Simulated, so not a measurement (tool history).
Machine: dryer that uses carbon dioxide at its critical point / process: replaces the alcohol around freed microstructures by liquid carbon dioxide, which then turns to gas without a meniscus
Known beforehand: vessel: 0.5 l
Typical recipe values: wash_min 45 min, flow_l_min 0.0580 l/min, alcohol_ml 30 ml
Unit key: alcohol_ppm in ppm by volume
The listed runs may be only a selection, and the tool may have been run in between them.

| run | day | wash_min | flow_l_min | alcohol_ml | alcohol_ppm |
|---|---|---|---|---|---|
| 1 | 0.000 | 45 | 0.0580 | 30 | 1594 |
|  | 0.621 | purifier's bed changed |
| 2 | 1.692 | 45 | 0.0580 | 30 | 1431 |
| 3 | 3.108 | 64 | 0.0580 | 30 | 322 |
| 4 | 4.638 | 64 | 0.0580 | 30 | 349 |
| 5 | 5.604 | 64 | 0.0580 | 30 | 355 |
| 6 | 7.329 | 45 | 0.0580 | 30 | 1709 |
|  | 7.850 | inlet filter changed |
| 7 | 8.388 | 45 | 0.0580 | 30 | 963 |
| 8 | 9.988 | 45 | 0.0580 | 62 | 2125 |
| 9 | 11.817 | 45 | 0.0580 | 62 | 2195 |
| 10 | 13.012 | 45 | 0.0580 | 30 | 1118 |
| 11 | 14.312 | 45 | 0.0580 | 30 | 1193 |
| 12 | 15.100 | 54 | 0.0580 | 30 | 587 |
| 13 | 16.775 | 54 | 0.0580 | 30 | 619 |
| 14 | 17.704 | 54 | 0.0580 | 30 | 650 |
| 15 | 18.871 | 54 | 0.0580 | 30 | 665 |
| 16 | 19.975 | 54 | 0.0580 | 30 | 689 |
| 17 | 21.096 | 54 | 0.0580 | 30 | 718 |
| 18 | 22.925 | 54 | 0.0932 | 30 | 149 |
| 19 | 23.871 | 45 | 0.0580 | 30 | 1548 |
| 20 | 25.162 | 45 | 0.0580 | 30 | 1591 |
| 21 | 26.283 | 45 | 0.0812 | 30 | 491 |
| 22 | 27.608 | 45 | 0.0812 | 30 | 501 |
| 23 | 29.338 | 45 | 0.0580 | 30 | 1822 |
|  | 29.488 | inlet filter changed |
| 24 | 30.200 | 52 | 0.0580 | 30 | 633 |
| 25 | 31.446 | 52 | 0.0580 | 30 | 682 |
| 26 | 33.125 | 44 | 0.0880 | 31 | 304 |
| 27 | 34.329 | 45 | 0.0580 | 33 | 1348 |
| 28 | 36.200 | 46 | 0.0898 | 33 | 301 |
| 29 | 38.012 | 46 | 0.0898 | 33 | 317 |
| 30 | 39.617 | 66 | 0.0898 | 33 | 190 |
| 31 | 40.821 | 66 | 0.0442 | 41 | 1309 |
| 32 | 42.688 | 66 | 0.0900 | 45 | 201 |
| 33 | 43.579 | 66 | 0.0580 | 95 | 959 |
| 34 | 44.696 | 45 | 0.0518 | 30 | 2343 |
| 35 | 46.179 | 45 | 0.0518 | 30 | 2343 |
| 36 | 47.992 | 45 | 0.0518 | 30 | 2544 |
| 37 | 49.608 | 45 | 0.0518 | 30 | 2507 |
| 38 | 50.512 | 34 | 0.0378 | 63 | 21770 |
|  | 51.121 | inlet filter changed |
| 39 | 51.346 | 34 | 0.0378 | 63 | 16054 |
| 40 | 52.412 | 34 | 0.0378 | 63 | 16692 |
|  | 52.896 | purifier's bed changed |
| 41 | 53.500 | 58 | 0.0580 | 113 | 1165 |
| 42 | 54.317 | 58 | 0.0580 | 113 | 1175 |
| 43 | 55.950 | 58 | 0.0580 | 113 | 1261 |
| 44 | 56.833 | 32 | 0.0953 | 36 | 732 |
| 45 | 57.717 | 45 | 0.0927 | 30 | 133 |
| 46 | 59.500 | 45 | 0.0927 | 30 | 163 |

For some of the steps in alcohol_ppm from one run to the next: how much would appear even if the tool had no hidden state, given the settings, what came in and random variation, and how much remains for the hidden state plus any gauge scatter that the measured result and the result without hidden state don't share?
Unlogged tool condition in this case: flow that reaches the vessel past the clogged filter, %; alcohol in the recycled carbon dioxide, ppm; drift of the gauge itself on alcohol_ppm, %.
Run 6 -> 7: inlet filter changed. alcohol_ppm -746 ppm by volume: hidden state -710, all else -36.
Run 37 -> 38: wash_min 45 -> 34, flow_l_min 0.0518 -> 0.0378, alcohol_ml 30 -> 63. alcohol_ppm +19263 ppm by volume: hidden state +4506, all else +14757.
Run 38 -> 39: inlet filter changed. alcohol_ppm -5716 ppm by volume: hidden state -5296, all else -420.
Run 40 -> 41: wash_min 34 -> 58, flow_l_min 0.0378 -> 0.0580, alcohol_ml 63 -> 113, purifier's bed changed. alcohol_ppm -15527 ppm by volume: hidden state -474, all else -15053.
